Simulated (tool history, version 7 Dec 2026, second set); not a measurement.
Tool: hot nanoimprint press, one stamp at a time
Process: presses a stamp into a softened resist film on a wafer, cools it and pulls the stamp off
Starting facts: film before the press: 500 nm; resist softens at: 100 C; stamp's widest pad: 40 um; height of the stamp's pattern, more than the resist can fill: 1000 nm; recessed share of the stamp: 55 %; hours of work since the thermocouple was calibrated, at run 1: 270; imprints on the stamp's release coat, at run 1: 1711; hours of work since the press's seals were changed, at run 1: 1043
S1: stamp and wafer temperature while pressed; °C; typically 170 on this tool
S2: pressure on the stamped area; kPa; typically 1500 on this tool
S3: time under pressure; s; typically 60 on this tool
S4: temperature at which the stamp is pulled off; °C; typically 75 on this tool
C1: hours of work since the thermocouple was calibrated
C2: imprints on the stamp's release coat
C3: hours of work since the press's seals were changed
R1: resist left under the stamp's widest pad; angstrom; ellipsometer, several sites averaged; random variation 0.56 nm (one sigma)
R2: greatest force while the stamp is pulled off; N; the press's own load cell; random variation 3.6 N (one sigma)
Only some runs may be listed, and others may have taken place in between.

run     day   S1    S2   S3  S4   C1    C2    C3    R1   R2
  1       0  170  1500   60  75  270  1711  1043  2431  210
      1.329  -- stamp cleaned and given a new release coat
  2    1.75  170  1500   60  75  298    32  1071  2427  173
      2.629  -- plate thermocouple calibrated
  3   2.629  170  1200   60  75    0    91  1085  2743  186
  4   3.592  162  1500   60  75   18   165  1103  3132  185
  5   4.638  162  1500   60  75   37   246  1123  3135  186
  6    6.05  179  1500   60  75   64   355  1149  1942  189
  7   7.208  179  1500   60  75   85   445  1170  1936  189
  8   7.971  166  1500   60  75  100   504  1185  2805  201
      8.946  -- press's hydraulic seals changed and the load cell set to zero
  9   9.362  164  1500   60  75  119   586     8  2845  191
 10  10.371  164  1500   60  75  138   663    27  2833  199
 11  11.779  169  1500   35  75  164   772    53  2921  187
 12  13.042  181  1030   53  69  188   870    76  2195  229
 13  13.908  176  1470  104  75  204   937    93  1622  203
 14  15.575  176  1470  104  75  235  1066   124  1625  200
 15    16.5  176  1470  104  75  252  1137   141  1619  200

Across each entry between runs, compare the hidden state at the last listed run before it with the hidden state at the first listed run after it:
Between runs 1 and 2: stamp cleaned and given a new release coat (day 1.329)
  true temperature over the reading, C: 0.98 -> 1.07; pressure that arrives at the usual setting, %: 92.08 -> 91.87; grip of the stamp's worn release coat, % over a new coat's: 20.2 -> 0.4
  measured less the result without the state, R1: +22 -> +18 angstrom; R2: +30 -> -5 N
Between runs 2 and 3: plate thermocouple calibrated (day 2.629)
  true temperature over the reading, C: 1.07 -> 0.02; pressure that arrives at the usual setting, %: 91.87 -> 91.77; grip of the stamp's worn release coat, % over a new coat's: 0.4 -> 1
  measured less the result without the state, R1: +18 -> +76 angstrom; R2: -5 -> +1 N
Between runs 8 and 9: press's hydraulic seals changed and the load cell set to zero (day 8.946)
  true temperature over the reading, C: 0.34 -> 0.4; pressure that arrives at the usual setting, %: 91.02 -> 100.15; grip of the stamp's worn release coat, % over a new coat's: 5.8 -> 6.7
  measured less the result without the state, R1: +82 -> -34 angstrom; R2: +9 -> +10 N
